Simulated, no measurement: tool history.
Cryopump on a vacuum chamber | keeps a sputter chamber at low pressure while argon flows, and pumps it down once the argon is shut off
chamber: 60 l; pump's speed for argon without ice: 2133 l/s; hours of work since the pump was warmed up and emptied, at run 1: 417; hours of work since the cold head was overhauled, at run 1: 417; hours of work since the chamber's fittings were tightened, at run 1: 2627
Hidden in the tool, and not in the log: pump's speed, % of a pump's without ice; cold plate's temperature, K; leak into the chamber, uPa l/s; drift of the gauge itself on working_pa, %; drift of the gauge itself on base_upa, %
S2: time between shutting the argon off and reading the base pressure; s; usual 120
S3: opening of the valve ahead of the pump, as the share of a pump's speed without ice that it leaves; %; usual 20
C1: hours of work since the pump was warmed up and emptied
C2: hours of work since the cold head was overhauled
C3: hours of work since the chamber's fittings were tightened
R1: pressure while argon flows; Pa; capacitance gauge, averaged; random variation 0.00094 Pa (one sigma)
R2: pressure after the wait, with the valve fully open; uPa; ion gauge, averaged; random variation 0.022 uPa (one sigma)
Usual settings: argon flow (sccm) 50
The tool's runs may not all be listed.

Run 1, day 0.000: usual settings; C1 417; C2 417; C3 2627. Result: R1 0.2047 Pa, R2 2.42 uPa.
Run 2, day 5.308: usual settings; C1 474; C2 474; C3 2684. Result: R1 0.2058 Pa, R2 2.45 uPa.
Run 3, day 9.208: usual settings; C1 516; C2 516; C3 2726. Result: R1 0.2065 Pa, R2 2.48 uPa.
At day 9.896: pump warmed up, emptied and cooled again.
Run 4, day 13.312: usual settings but argon flow (sccm) 25; C1 37; C2 558; C3 2767. Result: R1 0.0991 Pa, R2 2.22 uPa.
Run 5, day 16.425: usual settings but argon flow (sccm) 25; C1 70; C2 591; C3 2801. Result: R1 0.0996 Pa, R2 2.18 uPa.
At day 20.046: leaking fittings of the chamber tightened, without venting.
Run 6, day 20.188: usual settings but argon flow (sccm) 25; C1 110; C2 631; C3 1. Result: R1 0.1005 Pa, R2 0.56 uPa.
Run 7, day 24.033: usual settings but argon flow (sccm) 98; C1 151; C2 672; C3 43. Result: R1 0.3932 Pa, R2 0.64 uPa.
Run 8, day 28.958: usual settings; C1 204; C2 725; C3 96. Result: R1 0.2005 Pa, R2 0.63 uPa.
Run 9, day 32.100: usual settings but argon flow (sccm) 43; C1 238; C2 759; C3 130. Result: R1 0.1721 Pa, R2 0.62 uPa.
Run 10, day 34.408: usual settings but argon flow (sccm) 49, S2 23 s; C1 263; C2 784; C3 154. Result: R1 0.1983 Pa, R2 2.31 uPa.
Run 11, day 39.204: usual settings but S2 26 s, S3 29 %; C1 314; C2 835; C3 206. Result: R1 0.1419 Pa, R2 2.07 uPa.
Run 12, day 44.217: usual settings but argon flow (sccm) 24, S2 161 s; C1 368; C2 889; C3 260. Result: R1 0.0969 Pa, R2 0.63 uPa.
Run 13, day 48.329: usual settings but argon flow (sccm) 70, S2 234 s, S3 34 %; C1 412; C2 934; C3 304. Result: R1 0.1695 Pa, R2 0.57 uPa.
Run 14, day 51.862: usual settings but argon flow (sccm) 70, S2 113 s, S3 34 %; C1 450; C2 972; C3 342. Result: R1 0.1727 Pa, R2 0.83 uPa.
Run 15, day 55.050: usual settings but S3 33 %; C1 485; C2 1006; C3 376. Result: R1 0.1268 Pa, R2 0.86 uPa.
At day 58.875: pump warmed up, emptied and cooled again.
Run 16, day 60.483: usual settings but argon flow (sccm) 22, S2 271 s, S3 56 %; C1 17; C2 1062; C3 433. Result: R1 0.0311 Pa, R2 0.52 uPa.
Run 17, day 63.458: usual settings but argon flow (sccm) 57, S2 198 s, S3 28 %; C1 49; C2 1094; C3 464. Result: R1 0.1615 Pa, R2 0.71 uPa.

Some steps in R1 between neighbouring runs. How much of each would the tool show without its hidden state too (settings, what came in, random variation), and how much is left for the hidden state, with any gauge scatter that isn't in both results?
Run 3 -> 4: argon flow (sccm) 50 -> 25, pump warmed up, emptied and cooled again. R1 -0.1074 Pa: hidden state -0.0073, all else -0.1001.
Run 6 -> 7: argon flow (sccm) 25 -> 98. R1 +0.2927 Pa: hidden state +0.0032, all else +0.2895.
